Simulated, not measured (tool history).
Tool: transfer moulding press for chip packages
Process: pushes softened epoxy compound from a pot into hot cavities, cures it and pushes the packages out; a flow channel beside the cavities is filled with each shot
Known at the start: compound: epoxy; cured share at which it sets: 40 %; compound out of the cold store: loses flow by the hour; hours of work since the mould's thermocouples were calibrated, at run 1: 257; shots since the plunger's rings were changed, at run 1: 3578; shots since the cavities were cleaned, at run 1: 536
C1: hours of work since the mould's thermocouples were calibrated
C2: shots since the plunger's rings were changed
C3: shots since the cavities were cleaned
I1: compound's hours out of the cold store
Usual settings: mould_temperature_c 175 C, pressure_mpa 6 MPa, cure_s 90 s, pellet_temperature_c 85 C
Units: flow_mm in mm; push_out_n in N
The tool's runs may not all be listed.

run 1 hour=0 | mould_temperature_c=175 pressure_mpa=6 cure_s=90 pellet_temperature_c=85 | C1=257 C2=3578 C3=536 | I1=38.4 | flow_mm=676 push_out_n=572
run 2 hour=5.9 | mould_temperature_c=175 pressure_mpa=6 cure_s=90 pellet_temperature_c=85 | C1=261 C2=3655 C3=613 | I1=46.3 | flow_mm=644 push_out_n=574
-- hour=10.4 cavities cleaned with cleaning compound and waxed
run 3 hour=15 | mould_temperature_c=175 pressure_mpa=6 cure_s=90 pellet_temperature_c=85 | C1=266 C2=3754 C3=59 | I1=30.5 | flow_mm=693 push_out_n=552
run 4 hour=22.7 | mould_temperature_c=175 pressure_mpa=6 cure_s=90 pellet_temperature_c=85 | C1=271 C2=3854 C3=159 | I1=42 | flow_mm=668 push_out_n=575
run 5 hour=28.2 | mould_temperature_c=175 pressure_mpa=6 cure_s=90 pellet_temperature_c=85 | C1=275 C2=3926 C3=231 | I1=44.3 | flow_mm=650 push_out_n=573
run 6 hour=37.7 | mould_temperature_c=175 pressure_mpa=6 cure_s=90 pellet_temperature_c=85 | C1=281 C2=4050 C3=355 | I1=23.6 | flow_mm=713 push_out_n=596
run 7 hour=44.6 | mould_temperature_c=175 pressure_mpa=6 cure_s=90 pellet_temperature_c=85 | C1=285 C2=4139 C3=444 | I1=11.6 | flow_mm=744 push_out_n=629
run 8 hour=53.7 | mould_temperature_c=175 pressure_mpa=6 cure_s=90 pellet_temperature_c=81 | C1=291 C2=4258 C3=563 | I1=12.7 | flow_mm=750 push_out_n=623
-- hour=62.2 cavities cleaned with cleaning compound and waxed
run 9 hour=62.3 | mould_temperature_c=175 pressure_mpa=6 cure_s=90 pellet_temperature_c=82 | C1=296 C2=4350 C3=1 | I1=30.1 | flow_mm=697 push_out_n=580
run 10 hour=71.4 | mould_temperature_c=175 pressure_mpa=6 cure_s=90 pellet_temperature_c=82 | C1=302 C2=4468 C3=119 | I1=28.4 | flow_mm=697 push_out_n=597
run 11 hour=77.2 | mould_temperature_c=175 pressure_mpa=6 cure_s=90 pellet_temperature_c=82 | C1=306 C2=4544 C3=195 | I1=31.5 | flow_mm=685 push_out_n=600
run 12 hour=87.2 | mould_temperature_c=175 pressure_mpa=6.32 cure_s=94 pellet_temperature_c=82 | C1=312 C2=4674 C3=325 | I1=39.5 | flow_mm=688 push_out_n=520
run 13 hour=94 | mould_temperature_c=179 pressure_mpa=6.02 cure_s=106 pellet_temperature_c=83 | C1=317 C2=4763 C3=414 | I1=15.9 | flow_mm=724 push_out_n=430
run 14 hour=102.9 | mould_temperature_c=179 pressure_mpa=6.02 cure_s=106 pellet_temperature_c=83 | C1=322 C2=4878 C3=529 | I1=29.8 | flow_mm=686 push_out_n=414
run 15 hour=107.9 | mould_temperature_c=183 pressure_mpa=6 cure_s=90 pellet_temperature_c=76 | C1=326 C2=4943 C3=594 | I1=40.5 | flow_mm=650 push_out_n=448
-- hour=114.4 cavities cleaned with cleaning compound and waxed
run 16 hour=114.4 | mould_temperature_c=183 pressure_mpa=6 cure_s=90 pellet_temperature_c=88 | C1=329 C2=5009 C3=1 | I1=21.8 | flow_mm=699 push_out_n=442

Forecast each of these 3 alternatives for the next run:
run A hour=120.1 | mould_temperature_c=177 pressure_mpa=7.19 cure_s=90 pellet_temperature_c=87 | C1=333 C2=5082 C3=74 | I1=41 | flow_mm=? push_out_n=?
run B hour=120.1 | mould_temperature_c=183 pressure_mpa=6.23 cure_s=71 pellet_temperature_c=88 | C1=333 C2=5082 C3=74 | I1=9.2 | flow_mm=? push_out_n=?
run C hour=120.1 | mould_temperature_c=175 pressure_mpa=6.94 cure_s=90 pellet_temperature_c=89 | C1=333 C2=5082 C3=74 | I1=24 | flow_mm=? push_out_n=?

run=A flow_mm=718 push_out_n=495
run=B flow_mm=739 push_out_n=603
run=C flow_mm=761 push_out_n=585
Without the tool's hidden state the same runs would have given:
run=A flow_mm=719 push_out_n=494
run=B flow_mm=739 push_out_n=602
run=C flow_mm=762 push_out_n=584
